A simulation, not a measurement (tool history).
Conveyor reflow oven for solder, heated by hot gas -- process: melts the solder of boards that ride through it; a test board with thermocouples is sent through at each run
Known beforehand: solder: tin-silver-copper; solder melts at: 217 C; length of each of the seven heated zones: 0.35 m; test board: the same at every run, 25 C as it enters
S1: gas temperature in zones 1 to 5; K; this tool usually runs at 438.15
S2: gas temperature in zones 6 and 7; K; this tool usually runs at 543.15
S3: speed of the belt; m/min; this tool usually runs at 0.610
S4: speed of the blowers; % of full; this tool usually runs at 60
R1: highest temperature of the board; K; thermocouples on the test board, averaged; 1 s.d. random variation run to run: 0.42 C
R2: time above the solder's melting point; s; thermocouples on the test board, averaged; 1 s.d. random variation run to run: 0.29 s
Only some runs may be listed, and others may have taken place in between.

run    day      S1      S2     S3  S4      R1    R2
  1  0.000  438.15  543.15  0.610  60  520.75  44.0
  2  0.371  438.15  543.15  0.610  60  520.25  43.9
  3  0.896  438.15  543.15  0.610  60  520.45  44.4
  4  1.296  438.15  543.15  0.610  60  519.85  44.3
     1.508  -- belt drive overhauled, speed set with a stopwatch
  5  1.758  438.15  543.15  0.610  60  520.15  44.0
  6  2.225  438.15  543.15  0.610  60  520.75  44.0
  7  2.533  438.15  543.15  0.610  60  520.65  44.2
  8  2.862  429.15  543.15  0.589  60  520.05  43.1
     3.300  -- belt drive overhauled, speed set with a stopwatch, once more
  9  3.525  429.15  543.15  0.589  60  519.95  42.6
 10  3.783  443.15  553.15  0.504  60  536.25  68.3
 11  4.092  443.15  553.15  0.504  60  536.65  68.4
 12  4.408  433.15  540.15  0.610  59  516.15  38.8
 13  4.854  433.15  540.15  0.610  59  515.45  39.3
 14  5.271  453.15  553.15  0.610  60  530.35  55.4

How would selected steps in R1 from run to run divide? Give the signed amount a tool lacking its hidden state would still show from settings, what came in and random variation, and the signed amount left for the hidden state, including any gauge scatter that is not in both of the compared results.
Unlogged tool condition in this case: heat that the gas passes to the board, % of a clean oven's; belt's true speed, % of the reading; true gas temperature in zones 6 and 7 over the reading, C; drift of the gauge itself on peak_c, C; drift of the gauge itself on liquid_s, %.
Run 8 -> 9: belt drive overhauled, speed set with a stopwatch, once more. R1 -0.10 K: hidden state -0.30, all else +0.20.
Run 11 -> 12: S1 443.15 -> 433.15, S2 553.15 -> 540.15, S3 0.504 -> 0.610, S4 60 -> 59. R1 -20.50 K: hidden state -0.10, all else -20.40.
